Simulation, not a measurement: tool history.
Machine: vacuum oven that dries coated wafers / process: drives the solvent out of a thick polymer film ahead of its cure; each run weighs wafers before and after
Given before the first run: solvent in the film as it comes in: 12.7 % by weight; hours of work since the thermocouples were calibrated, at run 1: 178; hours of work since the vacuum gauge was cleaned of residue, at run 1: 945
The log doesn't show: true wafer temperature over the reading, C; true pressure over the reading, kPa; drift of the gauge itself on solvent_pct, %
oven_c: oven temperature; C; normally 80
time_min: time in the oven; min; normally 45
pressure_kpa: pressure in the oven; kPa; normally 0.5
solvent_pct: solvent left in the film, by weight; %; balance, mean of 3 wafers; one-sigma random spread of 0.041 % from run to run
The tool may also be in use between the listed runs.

run   hour  oven_c  time_min  pressure_kpa  hours of work since the thermocouples were calibrated  hours of work since the vacuum gauge was cleaned of residue  solvent_pct
  1      0      80        45           0.5                                                    178                                                          945         0.68
  2   41.7      80        45           0.5                                                    201                                                          968         0.62
  3   75.8      80        45           0.5                                                    220                                                          987         0.64
  4  104.9      80        45         0.383                                                    236                                                         1003         0.59
  5    143      80        45         0.383                                                    257                                                         1023         0.67
  6  184.5      80        45         1.474                                                    280                                                         1046         1.08
  7  220.4      73        45           0.5                                                    299                                                         1066         1.42
  8  253.9      73        45           0.5                                                    318                                                         1084         1.49
  9  301.5      73        45           0.5                                                    344                                                         1110         1.42
 10  340.1      80        45           0.5                                                    365                                                         1131         0.69
 11  387.6      80        45           0.5                                                    391                                                         1157         0.67
 12  423.3      70        45           0.5                                                    411                                                         1177         1.96
 13  468.6      70        45           0.5                                                    435                                                         1202         1.93
 14  504.1      70        45           0.5                                                    455                                                         1221          1.9
 15  534.9      93        23         0.325                                                    472                                                         1238         0.38
 16  562.8      95        42         0.726                                                    487                                                         1254         0.17
 17  602.1      70        58         1.704                                                    509                                                         1275         2.22
 18    634      70        58         1.704                                                    526                                                         1293          2.2
 19  667.1      70        58         1.704                                                    544                                                         1311         2.21
 20  706.8      92        58         0.906                                                    566                                                         1332          0.3
 21  727.7      90        40          1.11                                                    577                                                         1344         0.44
 22  772.9      80        29         1.993                                                    602                                                         1369         2.17

Predict the results of run 23:
 23  818.7      80        29         1.993                                                    627                                                         1394            ?

Run 23 measured solvent_pct 2.19 %.
The same run, on a tool lacking any hidden state, would have yielded solvent_pct 2.18 %.
